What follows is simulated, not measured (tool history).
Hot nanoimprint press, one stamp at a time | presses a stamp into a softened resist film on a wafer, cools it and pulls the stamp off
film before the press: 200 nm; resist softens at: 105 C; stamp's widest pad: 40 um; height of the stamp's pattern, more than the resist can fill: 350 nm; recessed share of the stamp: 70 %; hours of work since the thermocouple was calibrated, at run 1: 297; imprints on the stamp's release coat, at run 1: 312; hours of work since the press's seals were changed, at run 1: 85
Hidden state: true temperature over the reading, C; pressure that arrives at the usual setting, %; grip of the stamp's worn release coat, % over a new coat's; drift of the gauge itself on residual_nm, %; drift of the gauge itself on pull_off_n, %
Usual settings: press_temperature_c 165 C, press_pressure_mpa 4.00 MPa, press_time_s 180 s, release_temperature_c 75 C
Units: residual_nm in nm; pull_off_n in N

| run | day | press_temperature_c | press_pressure_mpa | press_time_s | release_temperature_c | hours of work since the thermocouple was calibrated | imprints on the stamp's release coat | hours of work since the press's seals were changed | residual_nm | pull_off_n |
|---|---|---|---|---|---|---|---|---|---|---|
| 1 | 0.000 | 165 | 4.00 | 180 | 75 | 297 | 312 | 85 | 70.3 | 135 |
| 2 | 0.288 | 165 | 4.00 | 180 | 75 | 302 | 335 | 91 | 70.6 | 137 |
| 3 | 0.717 | 162 | 4.00 | 180 | 75 | 310 | 368 | 98 | 86.6 | 135 |
| 4 | 1.175 | 162 | 4.00 | 180 | 75 | 318 | 404 | 106 | 86.2 | 137 |
| 5 | 1.558 | 165 | 4.00 | 180 | 75 | 324 | 434 | 113 | 70.9 | 137 |
| 6 | 1.875 | 165 | 4.00 | 180 | 75 | 330 | 458 | 119 | 71.1 | 139 |
| 7 | 2.162 | 165 | 4.00 | 140 | 75 | 335 | 481 | 124 | 79.0 | 139 |
| 8 | 2.579 | 165 | 4.00 | 339 | 75 | 342 | 513 | 131 | 53.3 | 139 |
| 9 | 2.800 | 165 | 4.00 | 339 | 75 | 346 | 531 | 135 | 52.7 | 137 |
| 10 | 3.046 | 165 | 4.00 | 339 | 75 | 351 | 550 | 139 | 53.1 | 140 |
| 11 | 3.296 | 175 | 6.04 | 198 | 61 | 355 | 569 | 144 | 27.7 | 152 |
|  | 3.892 | stamp cleaned and given a new release coat |
| 12 | 3.992 | 175 | 6.04 | 198 | 61 | 363 | 8 | 152 | 27.8 | 148 |
| 13 | 4.212 | 175 | 5.26 | 142 | 61 | 367 | 25 | 155 | 35.3 | 150 |

Forecast run 14:
| 14 | 4.438 | 166 | 4.00 | 180 | 72 | 371 | 43 | 159 | ? | ? |

Run 14 gave residual_nm 65.1 nm, pull_off_n 142 N.
Without the tool's hidden state the same run would have given residual_nm 65.5 nm, pull_off_n 142 N.
